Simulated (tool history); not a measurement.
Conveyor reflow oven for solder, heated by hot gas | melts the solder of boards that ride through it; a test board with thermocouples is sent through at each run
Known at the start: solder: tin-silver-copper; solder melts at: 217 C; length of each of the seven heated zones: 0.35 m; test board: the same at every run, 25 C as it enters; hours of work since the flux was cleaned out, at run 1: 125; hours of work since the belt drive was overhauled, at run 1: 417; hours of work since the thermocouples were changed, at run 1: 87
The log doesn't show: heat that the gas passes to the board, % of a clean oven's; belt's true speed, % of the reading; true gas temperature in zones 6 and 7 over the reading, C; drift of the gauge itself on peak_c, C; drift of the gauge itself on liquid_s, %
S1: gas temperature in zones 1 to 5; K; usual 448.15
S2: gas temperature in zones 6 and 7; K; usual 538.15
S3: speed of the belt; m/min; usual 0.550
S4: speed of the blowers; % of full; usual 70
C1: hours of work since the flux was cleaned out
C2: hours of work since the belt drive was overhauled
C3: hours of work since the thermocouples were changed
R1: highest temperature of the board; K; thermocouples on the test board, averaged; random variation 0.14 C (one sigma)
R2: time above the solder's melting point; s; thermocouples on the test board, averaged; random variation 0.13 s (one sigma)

run 1 day=0.000 | S1=448.15 S2=538.15 S3=0.550 S4=70 | C1=125 C2=417 C3=87 | R1=519.35 R2=52.2
run 2 day=1.050 | S1=448.15 S2=538.15 S3=0.550 S4=70 | C1=136 C2=429 C3=99 | R1=519.55 R2=52.4
run 3 day=2.296 | S1=448.15 S2=553.15 S3=0.550 S4=70 | C1=150 C2=442 C3=112 | R1=531.95 R2=61.5
run 4 day=3.279 | S1=448.15 S2=553.15 S3=0.550 S4=70 | C1=160 C2=453 C3=123 | R1=531.75 R2=61.5
run 5 day=4.617 | S1=448.15 S2=538.15 S3=0.550 S4=70 | C1=175 C2=467 C3=137 | R1=519.15 R2=52.5
run 6 day=6.075 | S1=448.15 S2=538.15 S3=0.550 S4=70 | C1=191 C2=483 C3=153 | R1=519.15 R2=51.9
run 7 day=7.346 | S1=448.15 S2=538.15 S3=0.550 S4=70 | C1=205 C2=497 C3=167 | R1=518.95 R2=51.9
run 8 day=8.812 | S1=448.15 S2=538.15 S3=0.550 S4=70 | C1=221 C2=513 C3=183 | R1=518.95 R2=51.4
-- day=10.612 flux residue cleaned out of gas plates and filters
run 9 day=10.612 | S1=448.15 S2=538.15 S3=0.550 S4=87 | C1=0 C2=530 C3=200 | R1=524.35 R2=57.7
run 10 day=12.121 | S1=446.15 S2=538.15 S3=0.550 S4=70 | C1=16 C2=547 C3=217 | R1=519.45 R2=51.9
run 11 day=13.596 | S1=460.15 S2=538.15 S3=0.550 S4=70 | C1=32 C2=563 C3=233 | R1=522.05 R2=60.3
run 12 day=14.958 | S1=460.15 S2=538.15 S3=0.550 S4=70 | C1=47 C2=578 C3=248 | R1=522.05 R2=59.9
run 13 day=16.133 | S1=460.15 S2=538.15 S3=0.550 S4=70 | C1=60 C2=591 C3=261 | R1=522.05 R2=60.1
run 14 day=17.192 | S1=444.15 S2=538.15 S3=0.550 S4=70 | C1=72 C2=602 C3=272 | R1=518.75 R2=50.2
run 15 day=18.108 | S1=441.15 S2=538.15 S3=0.550 S4=70 | C1=82 C2=612 C3=282 | R1=518.05 R2=48.6
run 16 day=19.408 | S1=458.15 S2=552.15 S3=0.550 S4=50 | C1=96 C2=626 C3=296 | R1=525.45 R2=59.6
run 17 day=21.062 | S1=441.15 S2=552.15 S3=0.550 S4=50 | C1=114 C2=644 C3=314 | R1=520.55 R2=49.3
run 18 day=22.896 | S1=448.15 S2=551.15 S3=0.550 S4=70 | C1=134 C2=664 C3=334 | R1=530.05 R2=60.4
run 19 day=23.792 | S1=448.15 S2=551.15 S3=0.550 S4=70 | C1=143 C2=674 C3=344 | R1=529.95 R2=60.5
run 20 day=25.233 | S1=448.15 S2=551.15 S3=0.550 S4=70 | C1=159 C2=690 C3=360 | R1=529.75 R2=60.4
run 21 day=25.983 | S1=439.15 S2=553.15 S3=0.555 S4=54 | C1=167 C2=698 C3=368 | R1=522.35 R2=49.9
run 22 day=27.717 | S1=448.15 S2=527.15 S3=0.500 S4=60 | C1=186 C2=717 C3=387 | R1=509.65 R2=46.6
run 23 day=28.708 | S1=448.15 S2=527.15 S3=0.500 S4=60 | C1=197 C2=727 C3=397 | R1=509.35 R2=46.6
run 24 day=30.358 | S1=439.15 S2=538.15 S3=0.550 S4=85 | C1=215 C2=745 C3=415 | R1=520.45 R2=51.5
run 25 day=31.788 | S1=439.15 S2=538.15 S3=0.550 S4=85 | C1=230 C2=761 C3=431 | R1=520.35 R2=51.4
-- day=32.675 flux residue cleaned out of gas plates and filters
run 26 day=33.067 | S1=443.15 S2=539.15 S3=0.590 S4=69 | C1=4 C2=772 C3=442 | R1=516.45 R2=44.2
run 27 day=34.383 | S1=458.15 S2=532.15 S3=0.590 S4=69 | C1=19 C2=787 C3=457 | R1=514.05 R2=47.6
run 28 day=35.817 | S1=458.15 S2=532.15 S3=0.590 S4=69 | C1=34 C2=802 C3=472 | R1=513.95 R2=47.8
run 29 day=37.008 | S1=458.15 S2=538.15 S3=0.533 S4=70 | C1=47 C2=815 C3=485 | R1=522.55 R2=61.7
run 30 day=37.900 | S1=458.15 S2=538.15 S3=0.533 S4=70 | C1=57 C2=825 C3=495 | R1=522.25 R2=61.7

Forecast each of these 3 alternatives for the next run:
run A day=39.646 | S1=448.15 S2=538.15 S3=0.550 S4=58 | C1=76 C2=844 C3=514 | R1=? R2=?
run B day=39.646 | S1=448.15 S2=535.15 S3=0.657 S4=51 | C1=76 C2=844 C3=514 | R1=? R2=?
run C day=39.646 | S1=439.15 S2=538.15 S3=0.550 S4=70 | C1=76 C2=844 C3=514 | R1=? R2=?

run=A R1=515.15 R2=47.3
run=B R1=501.85 R2=21.9
run=C R1=517.15 R2=47.6
Without the tool's hidden state the same runs would have given:
run=A R1=516.05 R2=47.3
run=B R1=502.55 R2=22.4
run=C R1=518.25 R2=47.7

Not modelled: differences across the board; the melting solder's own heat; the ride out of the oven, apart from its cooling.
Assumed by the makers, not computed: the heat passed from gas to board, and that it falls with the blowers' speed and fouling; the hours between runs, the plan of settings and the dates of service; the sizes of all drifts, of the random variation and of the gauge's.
